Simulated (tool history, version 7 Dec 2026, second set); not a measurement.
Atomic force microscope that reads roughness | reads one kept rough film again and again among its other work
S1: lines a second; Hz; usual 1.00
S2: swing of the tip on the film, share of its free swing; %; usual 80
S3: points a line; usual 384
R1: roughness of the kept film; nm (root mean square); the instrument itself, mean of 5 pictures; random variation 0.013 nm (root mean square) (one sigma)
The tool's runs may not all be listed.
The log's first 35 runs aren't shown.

{"run": 36, "hour": 1165.1, "S1": 3.3, "S2": 80, "S3": 641, "R1": 2.22}
{"run": 37, "hour": 1201.1, "S1": 3.3, "S2": 80, "S3": 641, "R1": 2.111}
{"run": 38, "hour": 1222.6, "S1": 2.57, "S2": 79, "S3": 812, "R1": 2.188}
{"run": 39, "hour": 1251.6, "S1": 2.57, "S2": 79, "S3": 812, "R1": 2.111}
{"run": 40, "hour": 1291.7, "S1": 1.0, "S2": 72, "S3": 858, "R1": 2.307}
{"hour": 1317.4, "done": "new tip fitted"}
{"run": 41, "hour": 1334.5, "S1": 1.0, "S2": 72, "S3": 858, "R1": 3.137}
{"run": 42, "hour": 1360.7, "S1": 1.0, "S2": 72, "S3": 858, "R1": 2.994}
{"run": 43, "hour": 1379.7, "S1": 0.62, "S2": 72, "S3": 512, "R1": 2.961}
{"run": 44, "hour": 1403.6, "S1": 2.3, "S2": 72, "S3": 384, "R1": 2.561}
{"run": 45, "hour": 1438.9, "S1": 2.3, "S2": 72, "S3": 384, "R1": 2.416}
{"run": 46, "hour": 1483.6, "S1": 2.3, "S2": 72, "S3": 384, "R1": 2.26}
{"run": 47, "hour": 1527.6, "S1": 2.35, "S2": 58, "S3": 414, "R1": 2.309}
{"run": 48, "hour": 1551.0, "S1": 1.51, "S2": 87, "S3": 384, "R1": 1.992}
{"hour": 1566.2, "done": "new tip fitted"}
{"run": 49, "hour": 1577.8, "S1": 1.51, "S2": 87, "S3": 384, "R1": 2.786}
{"run": 50, "hour": 1604.6, "S1": 0.6, "S2": 85, "S3": 496, "R1": 3.033}

Forecast each of these 4 alternatives for the next run:
{"run": "A", "hour": 1633.6, "S1": 1.0, "S2": 90, "S3": 503, "R1": "?"}
{"run": "B", "hour": 1633.6, "S1": 0.67, "S2": 80, "S3": 704, "R1": "?"}
{"run": "C", "hour": 1633.6, "S1": 3.38, "S2": 68, "S3": 915, "R1": "?"}
{"run": "D", "hour": 1633.6, "S1": 0.97, "S2": 59, "S3": 645, "R1": "?"}

run=A R1=2.664
run=B R1=2.887
run=C R1=2.656
run=D R1=3.035
Without the tool's hidden state the same runs would have given:
run=A R1=3.058
run=B R1=3.314
run=C R1=3.048
run=D R1=3.483

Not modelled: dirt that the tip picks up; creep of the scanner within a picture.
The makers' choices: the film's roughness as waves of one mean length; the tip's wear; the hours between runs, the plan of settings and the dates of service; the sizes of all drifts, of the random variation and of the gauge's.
